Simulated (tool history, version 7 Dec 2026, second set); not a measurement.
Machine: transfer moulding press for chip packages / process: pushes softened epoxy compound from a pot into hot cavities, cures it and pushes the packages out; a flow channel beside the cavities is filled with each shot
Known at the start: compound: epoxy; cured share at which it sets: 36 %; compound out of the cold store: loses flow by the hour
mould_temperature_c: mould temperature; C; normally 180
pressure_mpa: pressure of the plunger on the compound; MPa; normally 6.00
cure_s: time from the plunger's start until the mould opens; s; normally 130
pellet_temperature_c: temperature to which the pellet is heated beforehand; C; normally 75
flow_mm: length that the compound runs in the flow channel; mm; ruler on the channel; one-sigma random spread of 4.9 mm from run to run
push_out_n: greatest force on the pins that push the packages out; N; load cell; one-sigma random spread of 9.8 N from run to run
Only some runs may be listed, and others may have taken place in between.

| run | hour | mould_temperature_c | pressure_mpa | cure_s | pellet_temperature_c | incoming compound's hours out of the cold store | flow_mm | push_out_n |
|---|---|---|---|---|---|---|---|---|
| 1 | 0.0 | 180 | 6.00 | 130 | 75 | 39.1 | 735 | 444 |
| 2 | 93.4 | 180 | 6.00 | 130 | 75 | 8.6 | 826 | 457 |
| 3 | 172.6 | 180 | 6.00 | 130 | 75 | 11.9 | 828 | 458 |
| 4 | 253.8 | 180 | 6.00 | 130 | 75 | 43.3 | 724 | 447 |
| 5 | 329.6 | 180 | 6.00 | 130 | 75 | 9.5 | 822 | 449 |
| 6 | 404.5 | 180 | 6.00 | 130 | 75 | 22.6 | 788 | 439 |
| 7 | 453.4 | 180 | 6.00 | 130 | 75 | 41.5 | 722 | 452 |
| 8 | 495.0 | 180 | 6.00 | 130 | 75 | 16.4 | 784 | 442 |
| 9 | 551.7 | 180 | 6.00 | 130 | 75 | 8.4 | 823 | 447 |
| 10 | 617.7 | 180 | 6.00 | 130 | 75 | 29.6 | 767 | 449 |
| 11 | 681.8 | 180 | 6.00 | 130 | 75 | 42.7 | 715 | 444 |
| 12 | 739.0 | 180 | 6.00 | 130 | 75 | 43.1 | 714 | 435 |
| 13 | 812.5 | 181 | 6.00 | 130 | 75 | 30.4 | 752 | 438 |
| 14 | 861.9 | 180 | 7.29 | 130 | 75 | 22.2 | 865 | 445 |
| 15 | 949.0 | 180 | 7.29 | 118 | 65 | 28.5 | 835 | 503 |
| 16 | 1024.1 | 186 | 5.55 | 123 | 68 | 26.4 | 719 | 413 |
| 17 | 1075.1 | 182 | 4.78 | 123 | 68 | 36.9 | 650 | 447 |
| 18 | 1116.0 | 182 | 4.78 | 123 | 68 | 34.0 | 660 | 460 |
| 19 | 1176.6 | 180 | 4.61 | 132 | 65 | 18.4 | 692 | 446 |
| 20 | 1266.6 | 176 | 4.63 | 165 | 65 | 44.7 | 634 | 423 |
| 21 | 1320.0 | 176 | 4.63 | 165 | 65 | 29.6 | 681 | 423 |
| 22 | 1370.9 | 176 | 4.63 | 158 | 65 | 19.0 | 708 | 440 |
| 23 | 1425.8 | 176 | 4.63 | 158 | 65 | 15.4 | 722 | 459 |
| 24 | 1471.9 | 172 | 6.84 | 130 | 75 | 27.6 | 842 | 690 |
| 25 | 1562.0 | 172 | 6.84 | 130 | 75 | 8.2 | 932 | 751 |
| 26 | 1646.2 | 172 | 6.84 | 138 | 85 | 19.3 | 869 | 605 |
| 27 | 1708.8 | 172 | 6.84 | 138 | 85 | 20.2 | 872 | 640 |

Not shown: 19 entries that the log had between the listed runs. Between which runs, and how does the tool's hidden state differ before and after?
Runs 1 to 2: cavities cleaned with cleaning compound and waxed (hour 56.8)
  pressure that reaches the compound, % of what is set: 99.89 -> 99.85; grip of the stained cavities, % over clean ones': 0.8 -> 0.6
Runs 2 to 3: cavities cleaned with cleaning compound and waxed (hour 164.8)
  pressure that reaches the compound, % of what is set: 99.85 -> 99.82; grip of the stained cavities, % over clean ones': 0.6 -> 0.2
Runs 3 to 4: plunger's sealing rings changed (hour 200.0)
  pressure that reaches the compound, % of what is set: 99.82 -> 99.97; grip of the stained cavities, % over clean ones': 0.2 -> 1
Runs 4 to 5: cavities cleaned with cleaning compound and waxed (hour 277.6)
  pressure that reaches the compound, % of what is set: 99.97 -> 99.94; grip of the stained cavities, % over clean ones': 1 -> 0.8
Runs 5 to 6: cavities cleaned with cleaning compound and waxed (hour 391.4)
  pressure that reaches the compound, % of what is set: 99.94 -> 99.92; grip of the stained cavities, % over clean ones': 0.8 -> 0.2
Runs 8 to 9: cavities cleaned with cleaning compound and waxed (hour 500.9); mould's thermocouples calibrated (hour 544.0)
  true mould temperature over the reading, C: -0.01 -> 0; pressure that reaches the compound, % of what is set: 99.88 -> 99.87; grip of the stained cavities, % over clean ones': 1.2 -> 0.7
Runs 9 to 10: cavities cleaned with cleaning compound and waxed (hour 617.7)
  pressure that reaches the compound, % of what is set: 99.87 -> 99.84; grip of the stained cavities, % over clean ones': 0.7 -> 0
Runs 11 to 12: plunger's sealing rings changed (hour 727.6); cavities cleaned with cleaning compound and waxed (hour 729.1)
  pressure that reaches the compound, % of what is set: 99.82 -> 99.99; grip of the stained cavities, % over clean ones': 0.9 -> 0.2
Runs 13 to 14: cavities cleaned with cleaning compound and waxed (hour 840.4)
  pressure that reaches the compound, % of what is set: 99.97 -> 99.95; grip of the stained cavities, % over clean ones': 1.1 -> 0.4
Runs 14 to 15: cavities cleaned with cleaning compound and waxed (hour 949.0)
  pressure that reaches the compound, % of what is set: 99.95 -> 99.92; grip of the stained cavities, % over clean ones': 0.4 -> 0
Runs 16 to 17: cavities cleaned with cleaning compound and waxed (hour 1058.5)
  pressure that reaches the compound, % of what is set: 99.89 -> 99.88; grip of the stained cavities, % over clean ones': 1 -> 0.3
Runs 18 to 19: cavities cleaned with cleaning compound and waxed (hour 1170.4)
  pressure that reaches the compound, % of what is set: 99.86 -> 99.84; grip of the stained cavities, % over clean ones': 0.9 -> 0.1
Runs 19 to 20: plunger's sealing rings changed (hour 1250.9)
  pressure that reaches the compound, % of what is set: 99.84 -> 99.99; grip of the stained cavities, % over clean ones': 0.1 -> 1.1
Runs 20 to 21: cavities cleaned with cleaning compound and waxed (hour 1281.7)
  pressure that reaches the compound, % of what is set: 99.99 -> 99.97; grip of the stained cavities, % over clean ones': 1.1 -> 0.6
Runs 22 to 23: cavities cleaned with cleaning compound and waxed (hour 1391.5)
  pressure that reaches the compound, % of what is set: 99.95 -> 99.93; grip of the stained cavities, % over clean ones': 1.1 -> 0.5
Runs 24 to 25: cavities cleaned with cleaning compound and waxed (hour 1502.9)
  true mould temperature over the reading, C: 0 -> -0.01; pressure that reaches the compound, % of what is set: 99.91 -> 99.88; grip of the stained cavities, % over clean ones': 1 -> 0.9
Runs 25 to 26: cavities cleaned with cleaning compound and waxed (hour 1615.6)
  pressure that reaches the compound, % of what is set: 99.88 -> 99.85; grip of the stained cavities, % over clean ones': 0.9 -> 0.5
